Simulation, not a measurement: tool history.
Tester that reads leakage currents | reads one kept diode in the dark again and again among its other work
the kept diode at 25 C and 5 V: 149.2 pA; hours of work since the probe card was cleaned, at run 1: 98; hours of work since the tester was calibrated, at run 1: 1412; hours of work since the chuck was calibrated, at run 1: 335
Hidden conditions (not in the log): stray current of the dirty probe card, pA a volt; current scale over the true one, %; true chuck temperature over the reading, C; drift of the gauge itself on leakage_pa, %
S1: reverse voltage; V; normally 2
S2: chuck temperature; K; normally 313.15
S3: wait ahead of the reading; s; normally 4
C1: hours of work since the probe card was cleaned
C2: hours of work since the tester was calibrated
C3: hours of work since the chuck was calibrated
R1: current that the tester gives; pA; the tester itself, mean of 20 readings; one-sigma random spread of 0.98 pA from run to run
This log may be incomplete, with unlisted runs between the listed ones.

Run 1, day 0: usual settings; C1 98; C2 1412; C3 335. Result: R1 315.86 pA.
Run 2, day 2.167: usual settings but S1 9.77 V; C1 138; C2 1453; C3 376. Result: R1 679.12 pA.
Run 3, day 4.458: usual settings but S1 9.77 V; C1 181; C2 1496; C3 419. Result: R1 667.93 pA.
Run 4, day 6.029: usual settings but S1 19.23 V; C1 211; C2 1525; C3 449. Result: R1 928.19 pA.
Run 5, day 7.571: usual settings but S1 19.23 V; C1 240; C2 1554; C3 478. Result: R1 919.63 pA.
Run 6, day 8.808: usual settings but S3 5.24 s; C1 263; C2 1578; C3 501. Result: R1 312.65 pA.
Run 7, day 11.167: usual settings but S3 5.24 s; C1 308; C2 1622; C3 545. Result: R1 310.65 pA.
Run 8, day 13.388: usual settings but S3 5.24 s; C1 349; C2 1664; C3 587. Result: R1 309.76 pA.
Run 9, day 14.912: usual settings but S3 5.24 s; C1 378; C2 1692; C3 616. Result: R1 308.25 pA.
Run 10, day 16.079: usual settings but S3 5.75 s; C1 400; C2 1714; C3 638. Result: R1 306.18 pA.
Run 11, day 17.871: usual settings; C1 434; C2 1748; C3 671. Result: R1 306.29 pA.
Run 12, day 19.988: usual settings; C1 473; C2 1788; C3 711. Result: R1 307.23 pA.
Run 13, day 21.375: usual settings but S1 4.45 V; C1 499; C2 1814; C3 737. Result: R1 448.65 pA.
Run 14, day 22.596: usual settings but S1 4.45 V; C1 522; C2 1837; C3 760. Result: R1 447.18 pA.
Run 15, day 25.004: usual settings but S1 4.45 V; C1 568; C2 1882; C3 805. Result: R1 443.33 pA.
Run 16, day 26.983: usual settings but S1 4.45 V; C1 605; C2 1919; C3 843. Result: R1 442.69 pA.
Run 17, day 28.846: usual settings but S2 312.15 K; C1 640; C2 1954; C3 878. Result: R1 279.15 pA.
Run 18, day 31.367: usual settings but S1 2.11 V; C1 687; C2 2002; C3 925. Result: R1 306.45 pA.
Run 19, day 33.175: usual settings; C1 721; C2 2036; C3 959. Result: R1 299.05 pA.
At day 33.912: chuck's temperature calibrated.
Run 20, day 35.021: usual settings; C1 754; C2 2069; C3 21. Result: R1 336.5 pA.
Run 21, day 36.308: usual settings; C1 779; C2 2093; C3 45. Result: R1 334.45 pA.
Run 22, day 37.467: usual settings but S1 2.92 V, S2 303.15 K, S3 2.92 s; C1 800; C2 2115; C3 67. Result: R1 183.5 pA.
Run 23, day 39.904: usual settings but S1 4.74 V, S3 8.79 s; C1 846; C2 2161; C3 113. Result: R1 504.03 pA.
Run 24, day 41.467: usual settings but S1 5.53 V, S2 311.15 K; C1 876; C2 2190; C3 142. Result: R1 464.69 pA.
Run 25, day 43.446: usual settings but S1 5.53 V, S2 311.15 K; C1 913; C2 2227; C3 179. Result: R1 463.69 pA.
Run 26, day 45.246: usual settings but S1 2.07 V, S3 0.86 s; C1 947; C2 2261; C3 213. Result: R1 332.14 pA.
Run 27, day 47.354: usual settings but S1 2.41 V, S2 316.15 K, S3 0.67 s; C1 986; C2 2301; C3 253. Result: R1 451.61 pA.
At day 48.888: probe card cleaned and baked.
Run 28, day 49.533: usual settings but S1 7.14 V, S2 319.15 K; C1 12; C2 2339; C3 291. Result: R1 930.8 pA.
Run 29, day 51.804: usual settings but S1 7.14 V, S2 319.15 K; C1 55; C2 2382; C3 334. Result: R1 921.92 pA.
Run 30, day 54.017: usual settings but S1 18.52 V, S2 326.15 K, S3 2.05 s; C1 96; C2 2424; C3 376. Result: R1 2403.85 pA.
Run 31, day 55.354: usual settings but S1 18.52 V, S2 326.15 K, S3 2.05 s; C1 122; C2 2449; C3 401. Result: R1 2399.34 pA.
Run 32, day 57.375: usual settings but S1 18.52 V, S2 326.15 K, S3 2.05 s; C1 160; C2 2487; C3 439. Result: R1 2394.43 pA.
Run 33, day 59.883: usual settings but S1 13.06 V, S2 294.15 K, S3 0.57 s; C1 207; C2 2534; C3 486. Result: R1 166.79 pA.
Run 34, day 61.933: usual settings but S1 13.06 V, S2 297.15 K, S3 1.79 s; C1 245; C2 2573; C3 524. Result: R1 213.42 pA.
Run 35, day 64.371: usual settings but S1 13.06 V, S2 297.15 K, S3 1.79 s; C1 291; C2 2618; C3 570. Result: R1 213.02 pA.
Run 36, day 66.542: usual settings but S1 3.14 V, S2 309.15 K, S3 1.79 s; C1 332; C2 2659; C3 611. Result: R1 283.05 pA.
Run 37, day 68.05: usual settings but S1 3.14 V, S2 294.15 K, S3 1.58 s; C1 360; C2 2688; C3 640. Result: R1 82.21 pA.
Run 38, day 69.679: usual settings but S1 3.14 V, S2 294.15 K, S3 1.58 s; C1 391; C2 2718; C3 670. Result: R1 82.55 pA.
Run 39, day 70.829: usual settings but S1 1.17 V, S2 306.15 K, S3 8.47 s; C1 413; C2 2740; C3 692. Result: R1 138.16 pA.

Difference, measured minus no-hidden-state, one row per run. Run-to-run variation is common to both terms; the gauge's own scatter need not be:
run      R1
  1    -9.2
  2   -20.3
  3  -22.42
  4  -30.01
  5  -31.74
  6  -14.64
  7  -16.09
  8  -17.42
  9  -18.22
 10  -18.82
 11  -19.91
 12  -21.18
 13  -29.84
 14  -30.71
 15  -32.51
 16  -34.01
 17  -24.14
 18  -28.23
 19  -28.84
 20   +7.85
 21   +7.16
 22   +7.37
 23  +11.21
 24   +11.9
 25  +10.62
 26   +1.92
 27   +0.02
 28  -16.74
 29  -20.48
 30   -57.6
 31  -63.14
 32  -70.82
 33   -0.79
 34   -2.56
 35   -2.18
 36  -13.95
 37   -2.68
 38   -2.71
 39   -8.54
